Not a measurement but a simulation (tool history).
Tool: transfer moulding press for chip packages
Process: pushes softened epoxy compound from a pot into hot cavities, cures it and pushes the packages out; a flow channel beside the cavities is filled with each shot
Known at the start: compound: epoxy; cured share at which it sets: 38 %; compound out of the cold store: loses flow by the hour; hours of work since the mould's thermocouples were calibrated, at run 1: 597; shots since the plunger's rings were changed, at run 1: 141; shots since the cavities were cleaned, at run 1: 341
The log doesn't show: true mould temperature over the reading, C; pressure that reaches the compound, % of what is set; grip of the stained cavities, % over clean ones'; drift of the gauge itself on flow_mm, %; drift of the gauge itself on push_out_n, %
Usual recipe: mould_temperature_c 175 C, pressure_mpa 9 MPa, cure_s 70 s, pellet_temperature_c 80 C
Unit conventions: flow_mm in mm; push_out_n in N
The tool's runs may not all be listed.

run,day,mould_temperature_c,pressure_mpa,cure_s,pellet_temperature_c,hours of work since the mould's thermocouples were calibrated,shots since the plunger's rings were changed,shots since the cavities were cleaned,incoming compound's hours out of the cold store,flow_mm,push_out_n
1,0,175,9,70,80,597,141,341,12.7,552,998
2,1.05,175,9,70,80,613,519,719,45.3,502,1086
# day 1.338: cavities cleaned with cleaning compound and waxed
3,2.938,175,9,70,76,641,1174,575,31.6,506,1077
# day 3.638: cavities cleaned with cleaning compound and waxed
4,4.45,175,9,70,76,663,1695,293,11.1,537,969
# day 4.854: mould's thermocouples calibrated
# day 6.029: cavities cleaned with cleaning compound and waxed
5,6.375,175,8.96,70,80,22,2334,124,24.6,502,796
6,7.821,175,9,70,80,44,2853,643,46,480,1021
# day 8.388: cavities cleaned with cleaning compound and waxed
7,8.946,175,8.37,70,80,60,3236,202,35.9,471,814
8,9.738,175,8.37,70,80,72,3519,485,31.1,483,960
# day 10.738: cavities cleaned with cleaning compound and waxed
9,11.404,175,6.87,70,80,96,4096,240,21.7,433,871
# day 12.517: mould's thermocouples calibrated, once more
10,12.942,175,9,70,80,6,4618,762,20.2,502,1176
# day 13.229: cavities cleaned with cleaning compound and waxed
# day 13.879: plunger's sealing rings changed
11,14.708,175,9,70,80,31,299,495,12.9,547,1097
# day 15.767: cavities cleaned with cleaning compound and waxed
12,16.3,173,9,70,80,54,848,192,10.1,550,1043
13,17.817,173,9,70,80,77,1392,736,28.8,519,1336
# day 18.112: cavities cleaned with cleaning compound and waxed
14,19.246,175,7.05,70,80,97,1883,407,9.6,486,1028
# day 20.396: cavities cleaned with cleaning compound and waxed
15,20.783,175,10.46,72,80,120,2414,140,38.7,533,741
16,21.929,175,6.86,58,71,137,2825,551,33.3,435,1771
# day 22.779: cavities cleaned with cleaning compound and waxed
17,23.446,172,7.16,65,78,159,3348,241,28,454,1327
18,24.846,170,10.27,65,76,180,3851,744,45.9,516,1875
# day 25.075: cavities cleaned with cleaning compound and waxed
19,25.892,174,10.24,87,76,195,4203,293,25.2,521,631
20,26.775,178,9,93,80,209,4521,611,11.8,508,630
# day 27.446: cavities cleaned with cleaning compound and waxed
# day 28.029: plunger's sealing rings changed
21,28.133,178,9,93,80,227,36,209,24.4,514,460
22,29.225,174,8.97,59,74,243,429,602,15.8,544,1822
# day 29.958: cavities cleaned with cleaning compound and waxed
23,30.65,175,8.32,70,80,264,918,248,19.6,515,926
24,31.762,169,9,70,77,281,1318,648,28.7,522,1661
# day 32.367: cavities cleaned with cleaning compound and waxed
25,33.496,178,7.48,70,84,306,1918,405,12.2,480,830
# day 34.692: cavities cleaned with cleaning compound and waxed
26,35.208,169,11,70,80,331,2511,185,27,564,1203
27,36.246,169,11,87,76,347,2883,557,9.2,602,980

Predict each of these 4 candidate next runs independently; none follows another, all start after run 27:
# day 37.05: cavities cleaned with cleaning compound and waxed
A,37.938,169,11,55,76,371,3469,319,23.6,?,?
# day 37.05: cavities cleaned with cleaning compound and waxed
B,37.938,175,9,67,71,371,3469,319,29.7,?,?
# day 37.05: cavities cleaned with cleaning compound and waxed
C,37.938,169,7.9,87,73,371,3469,319,28.1,?,?
# day 37.05: cavities cleaned with cleaning compound and waxed
D,37.938,183,9,70,76,371,3469,319,31.5,?,?

run,flow_mm,push_out_n
A,555,2148
B,497,1053
C,474,824
D,483,596
Take away the tool's hidden state, keep each run's random variation, and the runs would have read:
run,flow_mm,push_out_n
A,590,1605
B,528,796
C,504,625
D,514,447
